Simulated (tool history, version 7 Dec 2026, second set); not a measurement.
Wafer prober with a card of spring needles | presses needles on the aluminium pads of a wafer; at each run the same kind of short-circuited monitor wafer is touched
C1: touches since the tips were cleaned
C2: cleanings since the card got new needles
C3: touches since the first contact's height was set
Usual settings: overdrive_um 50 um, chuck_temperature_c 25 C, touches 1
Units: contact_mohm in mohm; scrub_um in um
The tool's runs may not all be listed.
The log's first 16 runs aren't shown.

At hour 131.3: tips cleaned on abrasive film.
At hour 136.4: tips cleaned on abrasive film.
Run 17, hour 137.4: usual settings but touches 2; C1 367; C2 44; C3 90036. Result: contact_mohm 211 mohm, scrub_um 9.02 um.
At hour 142.2: tips cleaned on abrasive film.
Run 18, hour 146.5: usual settings but touches 3; C1 1602; C2 45; C3 93356. Result: contact_mohm 211 mohm, scrub_um 9.17 um.
At hour 147.5: tips cleaned on abrasive film.
Run 19, hour 151.8: usual settings but overdrive_um 34 um, touches 2; C1 1582; C2 46; C3 95243. Result: contact_mohm 221 mohm, scrub_um 5.94 um.
At hour 152.7: tips cleaned on abrasive film.
Run 20, hour 157.0: usual settings but overdrive_um 34 um, touches 2; C1 1574; C2 47; C3 97107. Result: contact_mohm 219 mohm, scrub_um 6.07 um.
At hour 158.1: tips cleaned on abrasive film.
At hour 163.9: tips cleaned on abrasive film.
Run 21, hour 165.0: usual settings but chuck_temperature_c 49 C; C1 375; C2 49; C3 99971. Result: contact_mohm 216 mohm, scrub_um 9.01 um.
At hour 169.2: tips cleaned on abrasive film.
Run 22, hour 170.2: usual settings but overdrive_um 46 um, chuck_temperature_c 49 C, touches 2; C1 369; C2 50; C3 101865. Result: contact_mohm 220 mohm, scrub_um 8.19 um.
At hour 174.3: tips cleaned on abrasive film.
Run 23, hour 176.6: usual settings but overdrive_um 63 um, chuck_temperature_c 43 C; C1 825; C2 51; C3 104171. Result: contact_mohm 214 mohm, scrub_um 11.30 um.
At hour 180.1: tips cleaned on abrasive film.
At hour 185.5: tips cleaned on abrasive film.
Run 24, hour 186.2: usual settings but overdrive_um 63 um, chuck_temperature_c 43 C; C1 246; C2 53; C3 107617. Result: contact_mohm 213 mohm, scrub_um 11.24 um.
At hour 190.9: tips cleaned on abrasive film.
Run 25, hour 193.4: usual settings but overdrive_um 63 um, chuck_temperature_c 35 C, touches 2; C1 908; C2 54; C3 110227. Result: contact_mohm 206 mohm, scrub_um 11.18 um.
At hour 196.5: tips cleaned on abrasive film.
At hour 201.6: tips cleaned on abrasive film.
Run 26, hour 201.7: usual settings but overdrive_um 63 um, chuck_temperature_c 35 C, touches 2; C1 44; C2 56; C3 113204. Result: contact_mohm 210 mohm, scrub_um 11.13 um.
At hour 207.1: tips cleaned on abrasive film.
Run 27, hour 207.8: usual settings but overdrive_um 55 um, chuck_temperature_c 113 C, touches 3; C1 241; C2 57; C3 115409. Result: contact_mohm 231 mohm, scrub_um 9.68 um.

Forecast run 28:
At hour 212.2: tips cleaned on abrasive film.
Run 28, hour 214.7: usual settings but overdrive_um 55 um, chuck_temperature_c 113 C, touches 3; C1 919; C2 58; C3 117914. Result: contact_mohm ?, scrub_um ?.

{"run 28": {"contact_mohm": 225, "scrub_um": 9.8}}
Without the tool's hidden state the same run would have given contact_mohm 225 mohm, scrub_um 9.80 um.
